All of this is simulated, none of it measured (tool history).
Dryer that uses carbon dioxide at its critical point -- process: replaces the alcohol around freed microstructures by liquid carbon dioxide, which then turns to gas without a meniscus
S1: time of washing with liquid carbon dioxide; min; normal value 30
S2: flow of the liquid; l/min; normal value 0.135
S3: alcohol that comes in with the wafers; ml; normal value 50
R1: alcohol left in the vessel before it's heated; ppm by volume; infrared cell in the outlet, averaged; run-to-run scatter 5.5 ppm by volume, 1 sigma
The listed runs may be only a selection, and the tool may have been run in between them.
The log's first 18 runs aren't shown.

run 19 hour=654.1 | S1=30 S2=0.135 S3=29 | R1=219
run 20 hour=683.0 | S1=30 S2=0.135 S3=67 | R1=383
run 21 hour=728.1 | S1=30 S2=0.135 S3=67 | R1=419
run 22 hour=764.9 | S1=21 S2=0.135 S3=50 | R1=1559
run 23 hour=820.6 | S1=44 S2=0.166 S3=21 | R1=146
run 24 hour=858.5 | S1=35 S2=0.166 S3=70 | R1=177
-- hour=886.3 inlet filter changed
run 25 hour=909.3 | S1=40 S2=0.146 S3=41 | R1=165
-- hour=962.2 purifier's bed changed
run 26 hour=965.0 | S1=40 S2=0.182 S3=76 | R1=10
run 27 hour=991.3 | S1=30 S2=0.093 S3=50 | R1=1428
run 28 hour=1016.1 | S1=30 S2=0.093 S3=50 | R1=1440
run 29 hour=1054.4 | S1=30 S2=0.093 S3=50 | R1=1546
run 30 hour=1091.4 | S1=19 S2=0.208 S3=50 | R1=258
run 31 hour=1123.6 | S1=19 S2=0.208 S3=50 | R1=276
run 32 hour=1168.9 | S1=30 S2=0.198 S3=87 | R1=49
run 33 hour=1219.9 | S1=18 S2=0.111 S3=86 | R1=9764
-- hour=1241.2 inlet filter changed
run 34 hour=1259.9 | S1=18 S2=0.111 S3=86 | R1=7069
run 35 hour=1303.5 | S1=18 S2=0.111 S3=86 | R1=7455
run 36 hour=1358.8 | S1=18 S2=0.111 S3=86 | R1=7881

What will run 37 give?
run 37 hour=1414.8 | S1=18 S2=0.188 S3=49 | R1=?

{"run 37": {"R1": 573}}
With no hidden state in the tool, this same run would have given R1 381 ppm by volume.
